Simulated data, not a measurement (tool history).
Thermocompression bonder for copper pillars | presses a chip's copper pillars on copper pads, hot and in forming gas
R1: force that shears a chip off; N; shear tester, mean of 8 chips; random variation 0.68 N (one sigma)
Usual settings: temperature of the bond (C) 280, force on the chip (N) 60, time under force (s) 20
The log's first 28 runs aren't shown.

{"hour": 410.2, "done": "force cell calibrated"}
{"run": 29, "hour": 412.3, "temperature of the bond (C)": 251, "force on the chip (N)": 84, "time under force (s)": 20, "R1": 36.2}
{"run": 30, "hour": 421.2, "temperature of the bond (C)": 251, "force on the chip (N)": 84, "time under force (s)": 20, "R1": 36.7}
{"run": 31, "hour": 433.6, "temperature of the bond (C)": 267, "force on the chip (N)": 48, "time under force (s)": 20, "R1": 23.9}
{"run": 32, "hour": 442.2, "temperature of the bond (C)": 297, "force on the chip (N)": 51, "time under force (s)": 46, "R1": 55.6}
{"run": 33, "hour": 451.2, "temperature of the bond (C)": 280, "force on the chip (N)": 60, "time under force (s)": 19, "R1": 36.9}
{"run": 34, "hour": 469.8, "temperature of the bond (C)": 280, "force on the chip (N)": 60, "time under force (s)": 19, "R1": 38.1}
{"run": 35, "hour": 488.7, "temperature of the bond (C)": 253, "force on the chip (N)": 48, "time under force (s)": 34, "R1": 23.6}
{"run": 36, "hour": 498.7, "temperature of the bond (C)": 253, "force on the chip (N)": 48, "time under force (s)": 34, "R1": 24.2}
{"run": 37, "hour": 508.7, "temperature of the bond (C)": 280, "force on the chip (N)": 60, "time under force (s)": 50, "R1": 52.5}
{"run": 38, "hour": 527.7, "temperature of the bond (C)": 280, "force on the chip (N)": 60, "time under force (s)": 50, "R1": 52.7}
{"run": 39, "hour": 540.3, "temperature of the bond (C)": 280, "force on the chip (N)": 53, "time under force (s)": 14, "R1": 30.3}

5 ways to go on from here, each from the tool as it stands after run 39. What would each give?
{"run": "A", "hour": 558.9, "temperature of the bond (C)": 277, "force on the chip (N)": 60, "time under force (s)": 40, "R1": "?"}
{"run": "B", "hour": 558.9, "temperature of the bond (C)": 289, "force on the chip (N)": 53, "time under force (s)": 14, "R1": "?"}
{"run": "C", "hour": 558.9, "temperature of the bond (C)": 287, "force on the chip (N)": 53, "time under force (s)": 18, "R1": "?"}
{"run": "D", "hour": 558.9, "temperature of the bond (C)": 264, "force on the chip (N)": 82, "time under force (s)": 20, "R1": "?"}
{"run": "E", "hour": 558.9, "temperature of the bond (C)": 272, "force on the chip (N)": 53, "time under force (s)": 55, "R1": "?"}

run=A R1=48.2
run=B R1=33.9
run=C R1=35.8
run=D R1=42.9
run=E R1=43.2
Without the tool's hidden state the same runs would have given:
run=A R1=56.7
run=B R1=40.4
run=C R1=42.7
run=D R1=51.1
run=E R1=51.2

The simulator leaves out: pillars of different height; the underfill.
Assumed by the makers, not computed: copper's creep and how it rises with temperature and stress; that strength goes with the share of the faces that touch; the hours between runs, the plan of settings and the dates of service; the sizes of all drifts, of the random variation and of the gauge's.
